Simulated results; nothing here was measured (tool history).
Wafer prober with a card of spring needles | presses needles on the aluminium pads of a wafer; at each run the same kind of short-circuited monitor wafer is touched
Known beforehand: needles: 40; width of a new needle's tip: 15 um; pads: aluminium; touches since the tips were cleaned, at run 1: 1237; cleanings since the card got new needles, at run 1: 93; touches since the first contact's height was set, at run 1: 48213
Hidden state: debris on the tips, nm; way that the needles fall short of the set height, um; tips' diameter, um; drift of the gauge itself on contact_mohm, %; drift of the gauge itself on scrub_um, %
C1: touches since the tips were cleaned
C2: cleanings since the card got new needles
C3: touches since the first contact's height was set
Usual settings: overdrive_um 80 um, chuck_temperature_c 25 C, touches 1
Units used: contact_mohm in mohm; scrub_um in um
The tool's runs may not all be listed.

{"run": 1, "hour": 0.0, "overdrive_um": 80, "chuck_temperature_c": 25, "touches": 1, "C1": 1237, "C2": 93, "C3": 48213, "contact_mohm": 235, "scrub_um": 17.64}
{"hour": 4.4, "done": "tips cleaned on abrasive film"}
{"run": 2, "hour": 10.5, "overdrive_um": 80, "chuck_temperature_c": 25, "touches": 1, "C1": 2752, "C2": 94, "C3": 52936, "contact_mohm": 243, "scrub_um": 17.57}
{"hour": 12.0, "done": "tips cleaned on abrasive film"}
{"hour": 19.6, "done": "tips cleaned on abrasive film"}
{"hour": 26.3, "done": "tips cleaned on abrasive film"}
{"run": 3, "hour": 28.3, "overdrive_um": 80, "chuck_temperature_c": 25, "touches": 2, "C1": 896, "C2": 97, "C3": 60876, "contact_mohm": 224, "scrub_um": 17.46}
{"hour": 33.3, "done": "tips cleaned on abrasive film"}
{"run": 4, "hour": 38.8, "overdrive_um": 80, "chuck_temperature_c": 25, "touches": 2, "C1": 2483, "C2": 98, "C3": 65594, "contact_mohm": 232, "scrub_um": 17.51}
{"hour": 40.4, "done": "tips cleaned on abrasive film"}
{"hour": 48.0, "done": "tips cleaned on abrasive film"}
{"run": 5, "hour": 48.8, "overdrive_um": 80, "chuck_temperature_c": 25, "touches": 1, "C1": 387, "C2": 100, "C3": 70071, "contact_mohm": 225, "scrub_um": 17.57}
{"hour": 54.7, "done": "tips cleaned on abrasive film"}
{"run": 6, "hour": 57.8, "overdrive_um": 80, "chuck_temperature_c": 25, "touches": 1, "C1": 1374, "C2": 101, "C3": 74074, "contact_mohm": 235, "scrub_um": 17.56}
{"hour": 61.4, "done": "tips cleaned on abrasive film"}
{"hour": 69.1, "done": "tips cleaned on abrasive film"}
{"run": 7, "hour": 72.1, "overdrive_um": 80, "chuck_temperature_c": 25, "touches": 1, "C1": 1335, "C2": 103, "C3": 80491, "contact_mohm": 233, "scrub_um": 17.29}
{"hour": 76.4, "done": "tips cleaned on abrasive film"}
{"hour": 83.5, "done": "tips cleaned on abrasive film"}
{"run": 8, "hour": 88.7, "overdrive_um": 80, "chuck_temperature_c": 25, "touches": 1, "C1": 2370, "C2": 105, "C3": 87944, "contact_mohm": 239, "scrub_um": 17.42}
{"hour": 91.5, "done": "tips cleaned on abrasive film"}
{"hour": 99.3, "done": "tips cleaned on abrasive film"}
{"run": 9, "hour": 101.0, "overdrive_um": 80, "chuck_temperature_c": 25, "touches": 1, "C1": 761, "C2": 107, "C3": 93414, "contact_mohm": 229, "scrub_um": 17.33}
{"hour": 106.2, "done": "tips cleaned on abrasive film"}
{"run": 10, "hour": 111.0, "overdrive_um": 67, "chuck_temperature_c": 25, "touches": 1, "C1": 2215, "C2": 108, "C3": 97951, "contact_mohm": 262, "scrub_um": 14.18}
{"hour": 112.8, "done": "tips cleaned on abrasive film"}
{"hour": 119.8, "done": "tips cleaned on abrasive film"}
{"run": 11, "hour": 122.4, "overdrive_um": 67, "chuck_temperature_c": 25, "touches": 1, "C1": 1184, "C2": 110, "C3": 103019, "contact_mohm": 244, "scrub_um": 14.4}
{"hour": 127.3, "done": "tips cleaned on abrasive film"}
{"hour": 134.6, "done": "tips cleaned on abrasive film"}
{"run": 12, "hour": 136.9, "overdrive_um": 66, "chuck_temperature_c": 84, "touches": 2, "C1": 1051, "C2": 112, "C3": 109516, "contact_mohm": 248, "scrub_um": 14.02}
{"hour": 142.2, "done": "tips cleaned on abrasive film"}
{"run": 13, "hour": 145.9, "overdrive_um": 80, "chuck_temperature_c": 40, "touches": 1, "C1": 1694, "C2": 113, "C3": 113568, "contact_mohm": 246, "scrub_um": 17.09}
{"hour": 149.0, "done": "tips cleaned on abrasive film"}
{"hour": 155.7, "done": "tips cleaned on abrasive film"}
{"hour": 163.6, "done": "tips cleaned on abrasive film"}
{"run": 14, "hour": 163.6, "overdrive_um": 80, "chuck_temperature_c": 39, "touches": 2, "C1": 0, "C2": 116, "C3": 121454, "contact_mohm": 222, "scrub_um": 16.96}
{"hour": 171.3, "done": "tips cleaned on abrasive film"}
{"run": 15, "hour": 174.0, "overdrive_um": 70, "chuck_temperature_c": 96, "touches": 2, "C1": 1191, "C2": 117, "C3": 126110, "contact_mohm": 246, "scrub_um": 14.61}
{"hour": 178.8, "done": "tips cleaned on abrasive film"}
{"hour": 185.6, "done": "tips cleaned on abrasive film"}
{"run": 16, "hour": 189.4, "overdrive_um": 91, "chuck_temperature_c": 69, "touches": 1, "C1": 1758, "C2": 119, "C3": 133041, "contact_mohm": 243, "scrub_um": 19.38}
{"hour": 193.7, "done": "tips cleaned on abrasive film"}
{"hour": 200.4, "done": "tips cleaned on abrasive film"}
{"run": 17, "hour": 200.6, "overdrive_um": 70, "chuck_temperature_c": 69, "touches": 1, "C1": 89, "C2": 121, "C3": 138001, "contact_mohm": 238, "scrub_um": 14.71}
{"hour": 207.0, "done": "tips cleaned on abrasive film"}
{"hour": 211.6, "done": "height of the first contact set anew"}
{"hour": 214.0, "done": "tips cleaned on abrasive film"}
{"run": 18, "hour": 220.2, "overdrive_um": 70, "chuck_temperature_c": 69, "touches": 1, "C1": 2810, "C2": 123, "C3": 3836, "contact_mohm": 266, "scrub_um": 15.72}
{"hour": 221.5, "done": "tips cleaned on abrasive film"}
{"hour": 228.6, "done": "tips cleaned on abrasive film"}
{"run": 19, "hour": 228.8, "overdrive_um": 63, "chuck_temperature_c": 25, "touches": 3, "C1": 94, "C2": 125, "C3": 7646, "contact_mohm": 224, "scrub_um": 14.22}
{"hour": 236.2, "done": "tips cleaned on abrasive film"}
{"run": 20, "hour": 237.2, "overdrive_um": 63, "chuck_temperature_c": 25, "touches": 3, "C1": 478, "C2": 126, "C3": 11439, "contact_mohm": 227, "scrub_um": 14.12}
{"hour": 243.3, "done": "tips cleaned on abrasive film"}
{"run": 21, "hour": 247.1, "overdrive_um": 63, "chuck_temperature_c": 25, "touches": 3, "C1": 1740, "C2": 127, "C3": 15882, "contact_mohm": 235, "scrub_um": 13.94}

What if the next run were any one of these 3? Each begins from the tool's condition after run 21:
{"hour": 250.2, "done": "tips cleaned on abrasive film"}
{"hour": 257.8, "done": "tips cleaned on abrasive film"}
{"run": "A", "hour": 263.0, "overdrive_um": 80, "chuck_temperature_c": 52, "touches": 2, "C1": 2369, "C2": 129, "C3": 23021, "contact_mohm": "?", "scrub_um": "?"}
{"hour": 250.2, "done": "tips cleaned on abrasive film"}
{"hour": 257.8, "done": "tips cleaned on abrasive film"}
{"run": "B", "hour": 263.0, "overdrive_um": 80, "chuck_temperature_c": 25, "touches": 2, "C1": 2369, "C2": 129, "C3": 23021, "contact_mohm": "?", "scrub_um": "?"}
{"hour": 250.2, "done": "tips cleaned on abrasive film"}
{"hour": 257.8, "done": "tips cleaned on abrasive film"}
{"run": "C", "hour": 263.0, "overdrive_um": 72, "chuck_temperature_c": 49, "touches": 3, "C1": 2369, "C2": 129, "C3": 23021, "contact_mohm": "?", "scrub_um": "?"}

run=A contact_mohm=241 scrub_um=17.83
run=B contact_mohm=233 scrub_um=17.92
run=C contact_mohm=237 scrub_um=15.94
The same runs, with their run-to-run variation unchanged, on a tool lacking any hidden condition would have given:
run=A contact_mohm=223 scrub_um=18.03
run=B contact_mohm=215 scrub_um=18.12
run=C contact_mohm=223 scrub_um=16.13
